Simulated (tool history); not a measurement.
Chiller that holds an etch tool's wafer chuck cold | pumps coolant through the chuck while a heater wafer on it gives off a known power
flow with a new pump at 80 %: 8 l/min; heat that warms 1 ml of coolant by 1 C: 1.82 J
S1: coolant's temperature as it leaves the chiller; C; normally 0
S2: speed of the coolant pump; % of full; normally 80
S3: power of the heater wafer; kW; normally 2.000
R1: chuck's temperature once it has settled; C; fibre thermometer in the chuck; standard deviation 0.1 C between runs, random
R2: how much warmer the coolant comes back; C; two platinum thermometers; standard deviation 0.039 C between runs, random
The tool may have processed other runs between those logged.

run	hour	S1	S2	S3	R1	R2
1	0.0	0	80	2.000	19.4	8.23
2	65.1	0	80	2.000	19.6	8.26
3	123.8	0	80	2.000	19.4	8.24
4	229.2	0	99	2.000	16.2	6.59
5	304.0	0	99	2.000	16.2	6.69
6	406.8	0	99	2.000	16.1	6.61
7	521.6	0	80	2.000	19.3	8.24
8	575.8	0	80	2.000	19.4	8.23
9	628.4	0	80	2.000	19.5	8.20
10	695.2	0	80	2.000	19.4	8.23
11	762.7	0	80	2.000	19.5	8.25
12	835.4	0	80	2.000	19.4	8.25
13	926.1	0	80	2.000	19.5	8.20
14	997.1	0	80	1.022	10.1	4.18
15	1088.2	6	80	2.000	25.3	8.19
16	1191.0	6	80	2.000	25.3	8.20

Run 17 has not been measured yet. What should we expect?
17	1241.4	-1	71	1.034	?	?

{"run 17": {"R1": 10.0, "R2": 4.82}}
With no hidden state in the tool, this same run would have given R1 10.0 C, R2 4.81 C.
